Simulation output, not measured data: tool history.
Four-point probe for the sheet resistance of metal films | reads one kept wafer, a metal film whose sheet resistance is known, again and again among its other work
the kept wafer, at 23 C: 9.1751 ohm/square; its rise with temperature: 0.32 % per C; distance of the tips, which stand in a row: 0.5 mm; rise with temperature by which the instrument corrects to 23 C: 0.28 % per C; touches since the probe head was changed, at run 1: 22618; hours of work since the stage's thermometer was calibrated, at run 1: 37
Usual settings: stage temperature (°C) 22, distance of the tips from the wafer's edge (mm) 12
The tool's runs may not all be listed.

run	hour	stage temperature (°C)	distance of the tips from the wafer's edge (mm)	touches since the probe head was changed	hours of work since the stage's thermometer was calibrated	sheet resistance as the instrument gives it (ohm/square)
1	0	22	12	22618	37	9.233382
2	16	22	12	23535	47	9.227972
3	26.9	22	30	24159	55	9.221711
4	34.4	22	30	24586	60	9.226737
5	46.8	22	12	25294	68	9.234852
6	60.7	22	12	26088	78	9.23407
7	75.4	22	12	26931	88	9.234214
8	85.3	22	12	27500	95	9.234759
9	98.3	22	12	28241	103	9.235819
10	109	22	12	28854	111	9.235715
11	116.5	22	12	29281	116	9.234946
12	128.9	19	12	29992	124	9.229217
13	143.1	19	12	30807	134	9.229617
14	157.4	19	12	31625	144	9.227422
15	168.3	25	5	32245	151	9.293122
16	184.5	25	5	33170	162	9.293521
17	196.9	21	23	33881	171	9.235666
18	214.9	30	4	34911	183	9.34114
19	223.4	27	13	35399	189	9.262275
20	231.8	33	49	35876	194	9.278948
21	246.5	22	28	36718	204	9.23539
22	258.7	21	12	37416	213	9.243088
23	269.2	22	22	38018	220	9.241211
24	281.5	22	14	38723	228	9.246038
25	297.6	18	42	39645	239	9.226259
26	310.1	28	12	40358	248	9.272672
27	325.4	28	12	41235	258	9.271271
28	343.5	32	3	42265	271	9.418788

3 ways to go on from here, each from the tool as it stands after run 28. What would each give?
A	357.4	21	3	43066	280	?
B	357.4	26	12	43066	280	?
C	357.4	22	4	43066	280	?

run	sheet resistance as the instrument gives it (ohm/square)
A	9.375009
B	9.267825
C	9.320608
Without the tool's hidden state the same runs would have given:
run	sheet resistance as the instrument gives it (ohm/square)
A	9.301513
B	9.195036
C	9.24749

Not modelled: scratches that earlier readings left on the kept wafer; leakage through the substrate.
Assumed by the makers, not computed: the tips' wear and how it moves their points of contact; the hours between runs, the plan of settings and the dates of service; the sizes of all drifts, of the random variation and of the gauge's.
